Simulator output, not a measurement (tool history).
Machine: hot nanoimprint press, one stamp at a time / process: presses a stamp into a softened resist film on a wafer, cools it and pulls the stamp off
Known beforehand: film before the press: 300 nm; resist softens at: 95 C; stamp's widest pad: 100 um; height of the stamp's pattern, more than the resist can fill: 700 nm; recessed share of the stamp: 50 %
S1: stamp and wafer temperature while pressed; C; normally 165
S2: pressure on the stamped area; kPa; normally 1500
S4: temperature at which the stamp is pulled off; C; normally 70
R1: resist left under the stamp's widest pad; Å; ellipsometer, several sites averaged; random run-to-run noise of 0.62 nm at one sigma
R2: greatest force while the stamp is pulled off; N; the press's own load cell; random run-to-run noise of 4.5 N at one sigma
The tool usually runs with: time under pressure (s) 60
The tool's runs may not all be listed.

run 1 day=0 | S1=165 S2=1500 time_under_pressure_(s)=60 S4=70 | R1=1361 R2=214
run 2 day=1.7 | S1=165 S2=1500 time_under_pressure_(s)=60 S4=70 | R1=1355 R2=220
run 3 day=4.454 | S1=165 S2=1500 time_under_pressure_(s)=60 S4=70 | R1=1370 R2=225
run 4 day=8.279 | S1=165 S2=1240 time_under_pressure_(s)=60 S4=70 | R1=1477 R2=221
run 5 day=11.596 | S1=165 S2=1240 time_under_pressure_(s)=60 S4=70 | R1=1479 R2=219
run 6 day=14 | S1=165 S2=1850 time_under_pressure_(s)=60 S4=70 | R1=1246 R2=224
run 7 day=16.288 | S1=165 S2=1850 time_under_pressure_(s)=41 S4=70 | R1=1466 R2=222
run 8 day=20.171 | S1=165 S2=1500 time_under_pressure_(s)=114 S4=70 | R1=1059 R2=223
run 9 day=23.808 | S1=165 S2=1500 time_under_pressure_(s)=114 S4=70 | R1=1052 R2=218
-- day=25.971 stamp cleaned and given a new release coat
-- day=26.45 plate thermocouple calibrated
run 10 day=27.588 | S1=165 S2=1500 time_under_pressure_(s)=114 S4=70 | R1=1066 R2=225
run 11 day=31.438 | S1=165 S2=1500 time_under_pressure_(s)=114 S4=70 | R1=1064 R2=226
run 12 day=34.071 | S1=165 S2=1500 time_under_pressure_(s)=114 S4=70 | R1=1067 R2=211
run 13 day=37.992 | S1=165 S2=1500 time_under_pressure_(s)=114 S4=70 | R1=1063 R2=218
run 14 day=40.479 | S1=161 S2=1500 time_under_pressure_(s)=37 S4=66 | R1=1927 R2=234
run 15 day=43.408 | S1=161 S2=1500 time_under_pressure_(s)=37 S4=66 | R1=1923 R2=239
-- day=43.912 press's hydraulic seals changed and the load cell set to zero
run 16 day=47.704 | S1=161 S2=1500 time_under_pressure_(s)=37 S4=66 | R1=1918 R2=235
run 17 day=50.512 | S1=161 S2=1500 time_under_pressure_(s)=74 S4=78 | R1=1538 R2=197
-- day=53.954 plate thermocouple calibrated
run 18 day=54.388 | S1=161 S2=1500 time_under_pressure_(s)=74 S4=78 | R1=1544 R2=200
run 19 day=57.467 | S1=165 S2=1500 time_under_pressure_(s)=36 S4=63 | R1=1690 R2=239
-- day=59.467 gauge calibrated
run 20 day=61.438 | S1=165 S2=1500 time_under_pressure_(s)=79 S4=64 | R1=1227 R2=236
-- day=63.725 stamp cleaned and given a new release coat
run 21 day=65.8 | S1=168 S2=1080 time_under_pressure_(s)=33 S4=64 | R1=1709 R2=247
run 22 day=68.817 | S1=158 S2=1020 time_under_pressure_(s)=60 S4=61 | R1=2076 R2=242
run 23 day=72.062 | S1=158 S2=1020 time_under_pressure_(s)=60 S4=61 | R1=2076 R2=246
run 24 day=74.912 | S1=157 S2=1200 time_under_pressure_(s)=61 S4=73 | R1=2050 R2=222

How would selected steps in R1 from run to run divide? Give the signed amount a tool lacking its hidden state would still show from settings, what came in and random variation, and the signed amount left for the hidden state, including any gauge scatter that is not in both of the compared results.
The hidden state here: true temperature over the reading, C; pressure that arrives at the usual setting, %; grip of the stamp's worn release coat, % over a new coat's; drift of the gauge itself on residual_nm, %; drift of the gauge itself on pull_off_n, %.
Run 13 -> 14: S1 165 -> 161, time under pressure (s) 114 -> 37, S4 70 -> 66. R1 +864 Å: hidden state +14, all else +850.
Run 19 -> 20: time under pressure (s) 36 -> 79, S4 63 -> 64, gauge calibrated. R1 -463 Å: hidden state -37, all else -426.
Run 20 -> 21: S1 165 -> 168, S2 1500 -> 1080, time under pressure (s) 79 -> 33, stamp cleaned and given a new release coat. R1 +482 Å: hidden state +3, all else +479.
